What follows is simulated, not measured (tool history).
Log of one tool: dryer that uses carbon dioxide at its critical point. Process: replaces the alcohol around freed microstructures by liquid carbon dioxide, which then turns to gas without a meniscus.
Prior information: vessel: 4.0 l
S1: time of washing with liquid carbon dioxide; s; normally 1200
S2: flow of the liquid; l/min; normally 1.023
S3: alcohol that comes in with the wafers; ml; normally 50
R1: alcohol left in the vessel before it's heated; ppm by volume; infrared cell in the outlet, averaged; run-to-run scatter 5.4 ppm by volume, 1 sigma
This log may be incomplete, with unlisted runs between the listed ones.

Run 1, hour 0: usual settings. Result: R1 375 ppm by volume.
At hour 53.3: inlet filter changed.
Run 2, hour 53.3: usual settings. Result: R1 282 ppm by volume.
Run 3, hour 104.2: usual settings. Result: R1 318 ppm by volume.
Run 4, hour 140.3: usual settings. Result: R1 335 ppm by volume.
At hour 189.3: purifier's bed changed.
Run 5, hour 190.4: usual settings. Result: R1 207 ppm by volume.
Run 6, hour 247: usual settings. Result: R1 257 ppm by volume.
Run 7, hour 271.5: usual settings but S3 61 ml. Result: R1 348 ppm by volume.
At hour 294.1: inlet filter changed.
Run 8, hour 309.7: usual settings but S2 1.23 l/min. Result: R1 77 ppm by volume.
Run 9, hour 334.4: usual settings but S2 0.65 l/min. Result: R1 716 ppm by volume.
Run 10, hour 388: usual settings but S2 0.65 l/min. Result: R1 825 ppm by volume.
Run 11, hour 425.1: usual settings but S2 0.71 l/min. Result: R1 691 ppm by volume.
Run 12, hour 471.4: usual settings but S1 1020 s, S2 0.71 l/min. Result: R1 1162 ppm by volume.
Run 13, hour 497.9: usual settings but S1 1020 s, S2 0.71 l/min. Result: R1 1221 ppm by volume.
At hour 531.1: inlet filter changed.
Run 14, hour 533.8: usual settings but S1 900 s, S3 74 ml. Result: R1 634 ppm by volume.
Run 15, hour 582.5: usual settings but S1 840 s, S3 76 ml. Result: R1 913 ppm by volume.
Run 16, hour 621.5: usual settings but S1 840 s, S3 29 ml. Result: R1 428 ppm by volume.
Run 17, hour 646.7: usual settings but S1 840 s, S2 1.12 l/min, S3 21 ml. Result: R1 285 ppm by volume.
Run 18, hour 681.7: usual settings but S1 840 s, S2 1.12 l/min, S3 21 ml. Result: R1 330 ppm by volume.
Run 19, hour 717.9: usual settings but S1 840 s, S2 1.12 l/min, S3 21 ml. Result: R1 351 ppm by volume.
Run 20, hour 743.8: usual settings but S1 840 s, S2 1.12 l/min, S3 21 ml. Result: R1 352 ppm by volume.
At hour 767.8: inlet filter changed.
Run 21, hour 795.1: usual settings but S1 720 s, S2 1.44 l/min, S3 40 ml. Result: R1 334 ppm by volume.
Run 22, hour 848.8: usual settings but S1 720 s, S2 1.44 l/min, S3 40 ml. Result: R1 370 ppm by volume.
Run 23, hour 881.8: usual settings but S3 96 ml. Result: R1 455 ppm by volume.
Run 24, hour 911.2: usual settings but S3 96 ml. Result: R1 491 ppm by volume.
Run 25, hour 936.8: usual settings but S1 1020 s, S2 1.19 l/min, S3 33 ml. Result: R1 269 ppm by volume.
Run 26, hour 978.9: usual settings but S1 1020 s, S2 0.69 l/min. Result: R1 1396 ppm by volume.

5 options for the next run, each taken on its own from the tool as it stands now. Forecast them:
At hour 1004.1: inlet filter changed.
Run A, hour 1004.2: usual settings but S1 1020 s, S2 0.69 l/min. Result: R1 ?.
At hour 1004.1: inlet filter changed.
Run B, hour 1004.2: usual settings but S1 900 s. Result: R1 ?.
At hour 1004.1: inlet filter changed.
Run C, hour 1004.2: usual settings but S1 1260 s, S2 1.57 l/min. Result: R1 ?.
At hour 1004.1: inlet filter changed.
Run D, hour 1004.2: usual settings but S1 780 s, S2 1.09 l/min, S3 25 ml. Result: R1 ?.
At hour 1004.1: inlet filter changed.
Run E, hour 1004.2: usual settings but S1 1380 s. Result: R1 ?.

run    R1
  A  1000
  B   514
  C   150
  D   393
  E   206
With the hidden condition removed and each run's random variation left untouched, the same runs would have given:
run   R1
  A  862
  B  385
  C   20
  D  261
  E   75
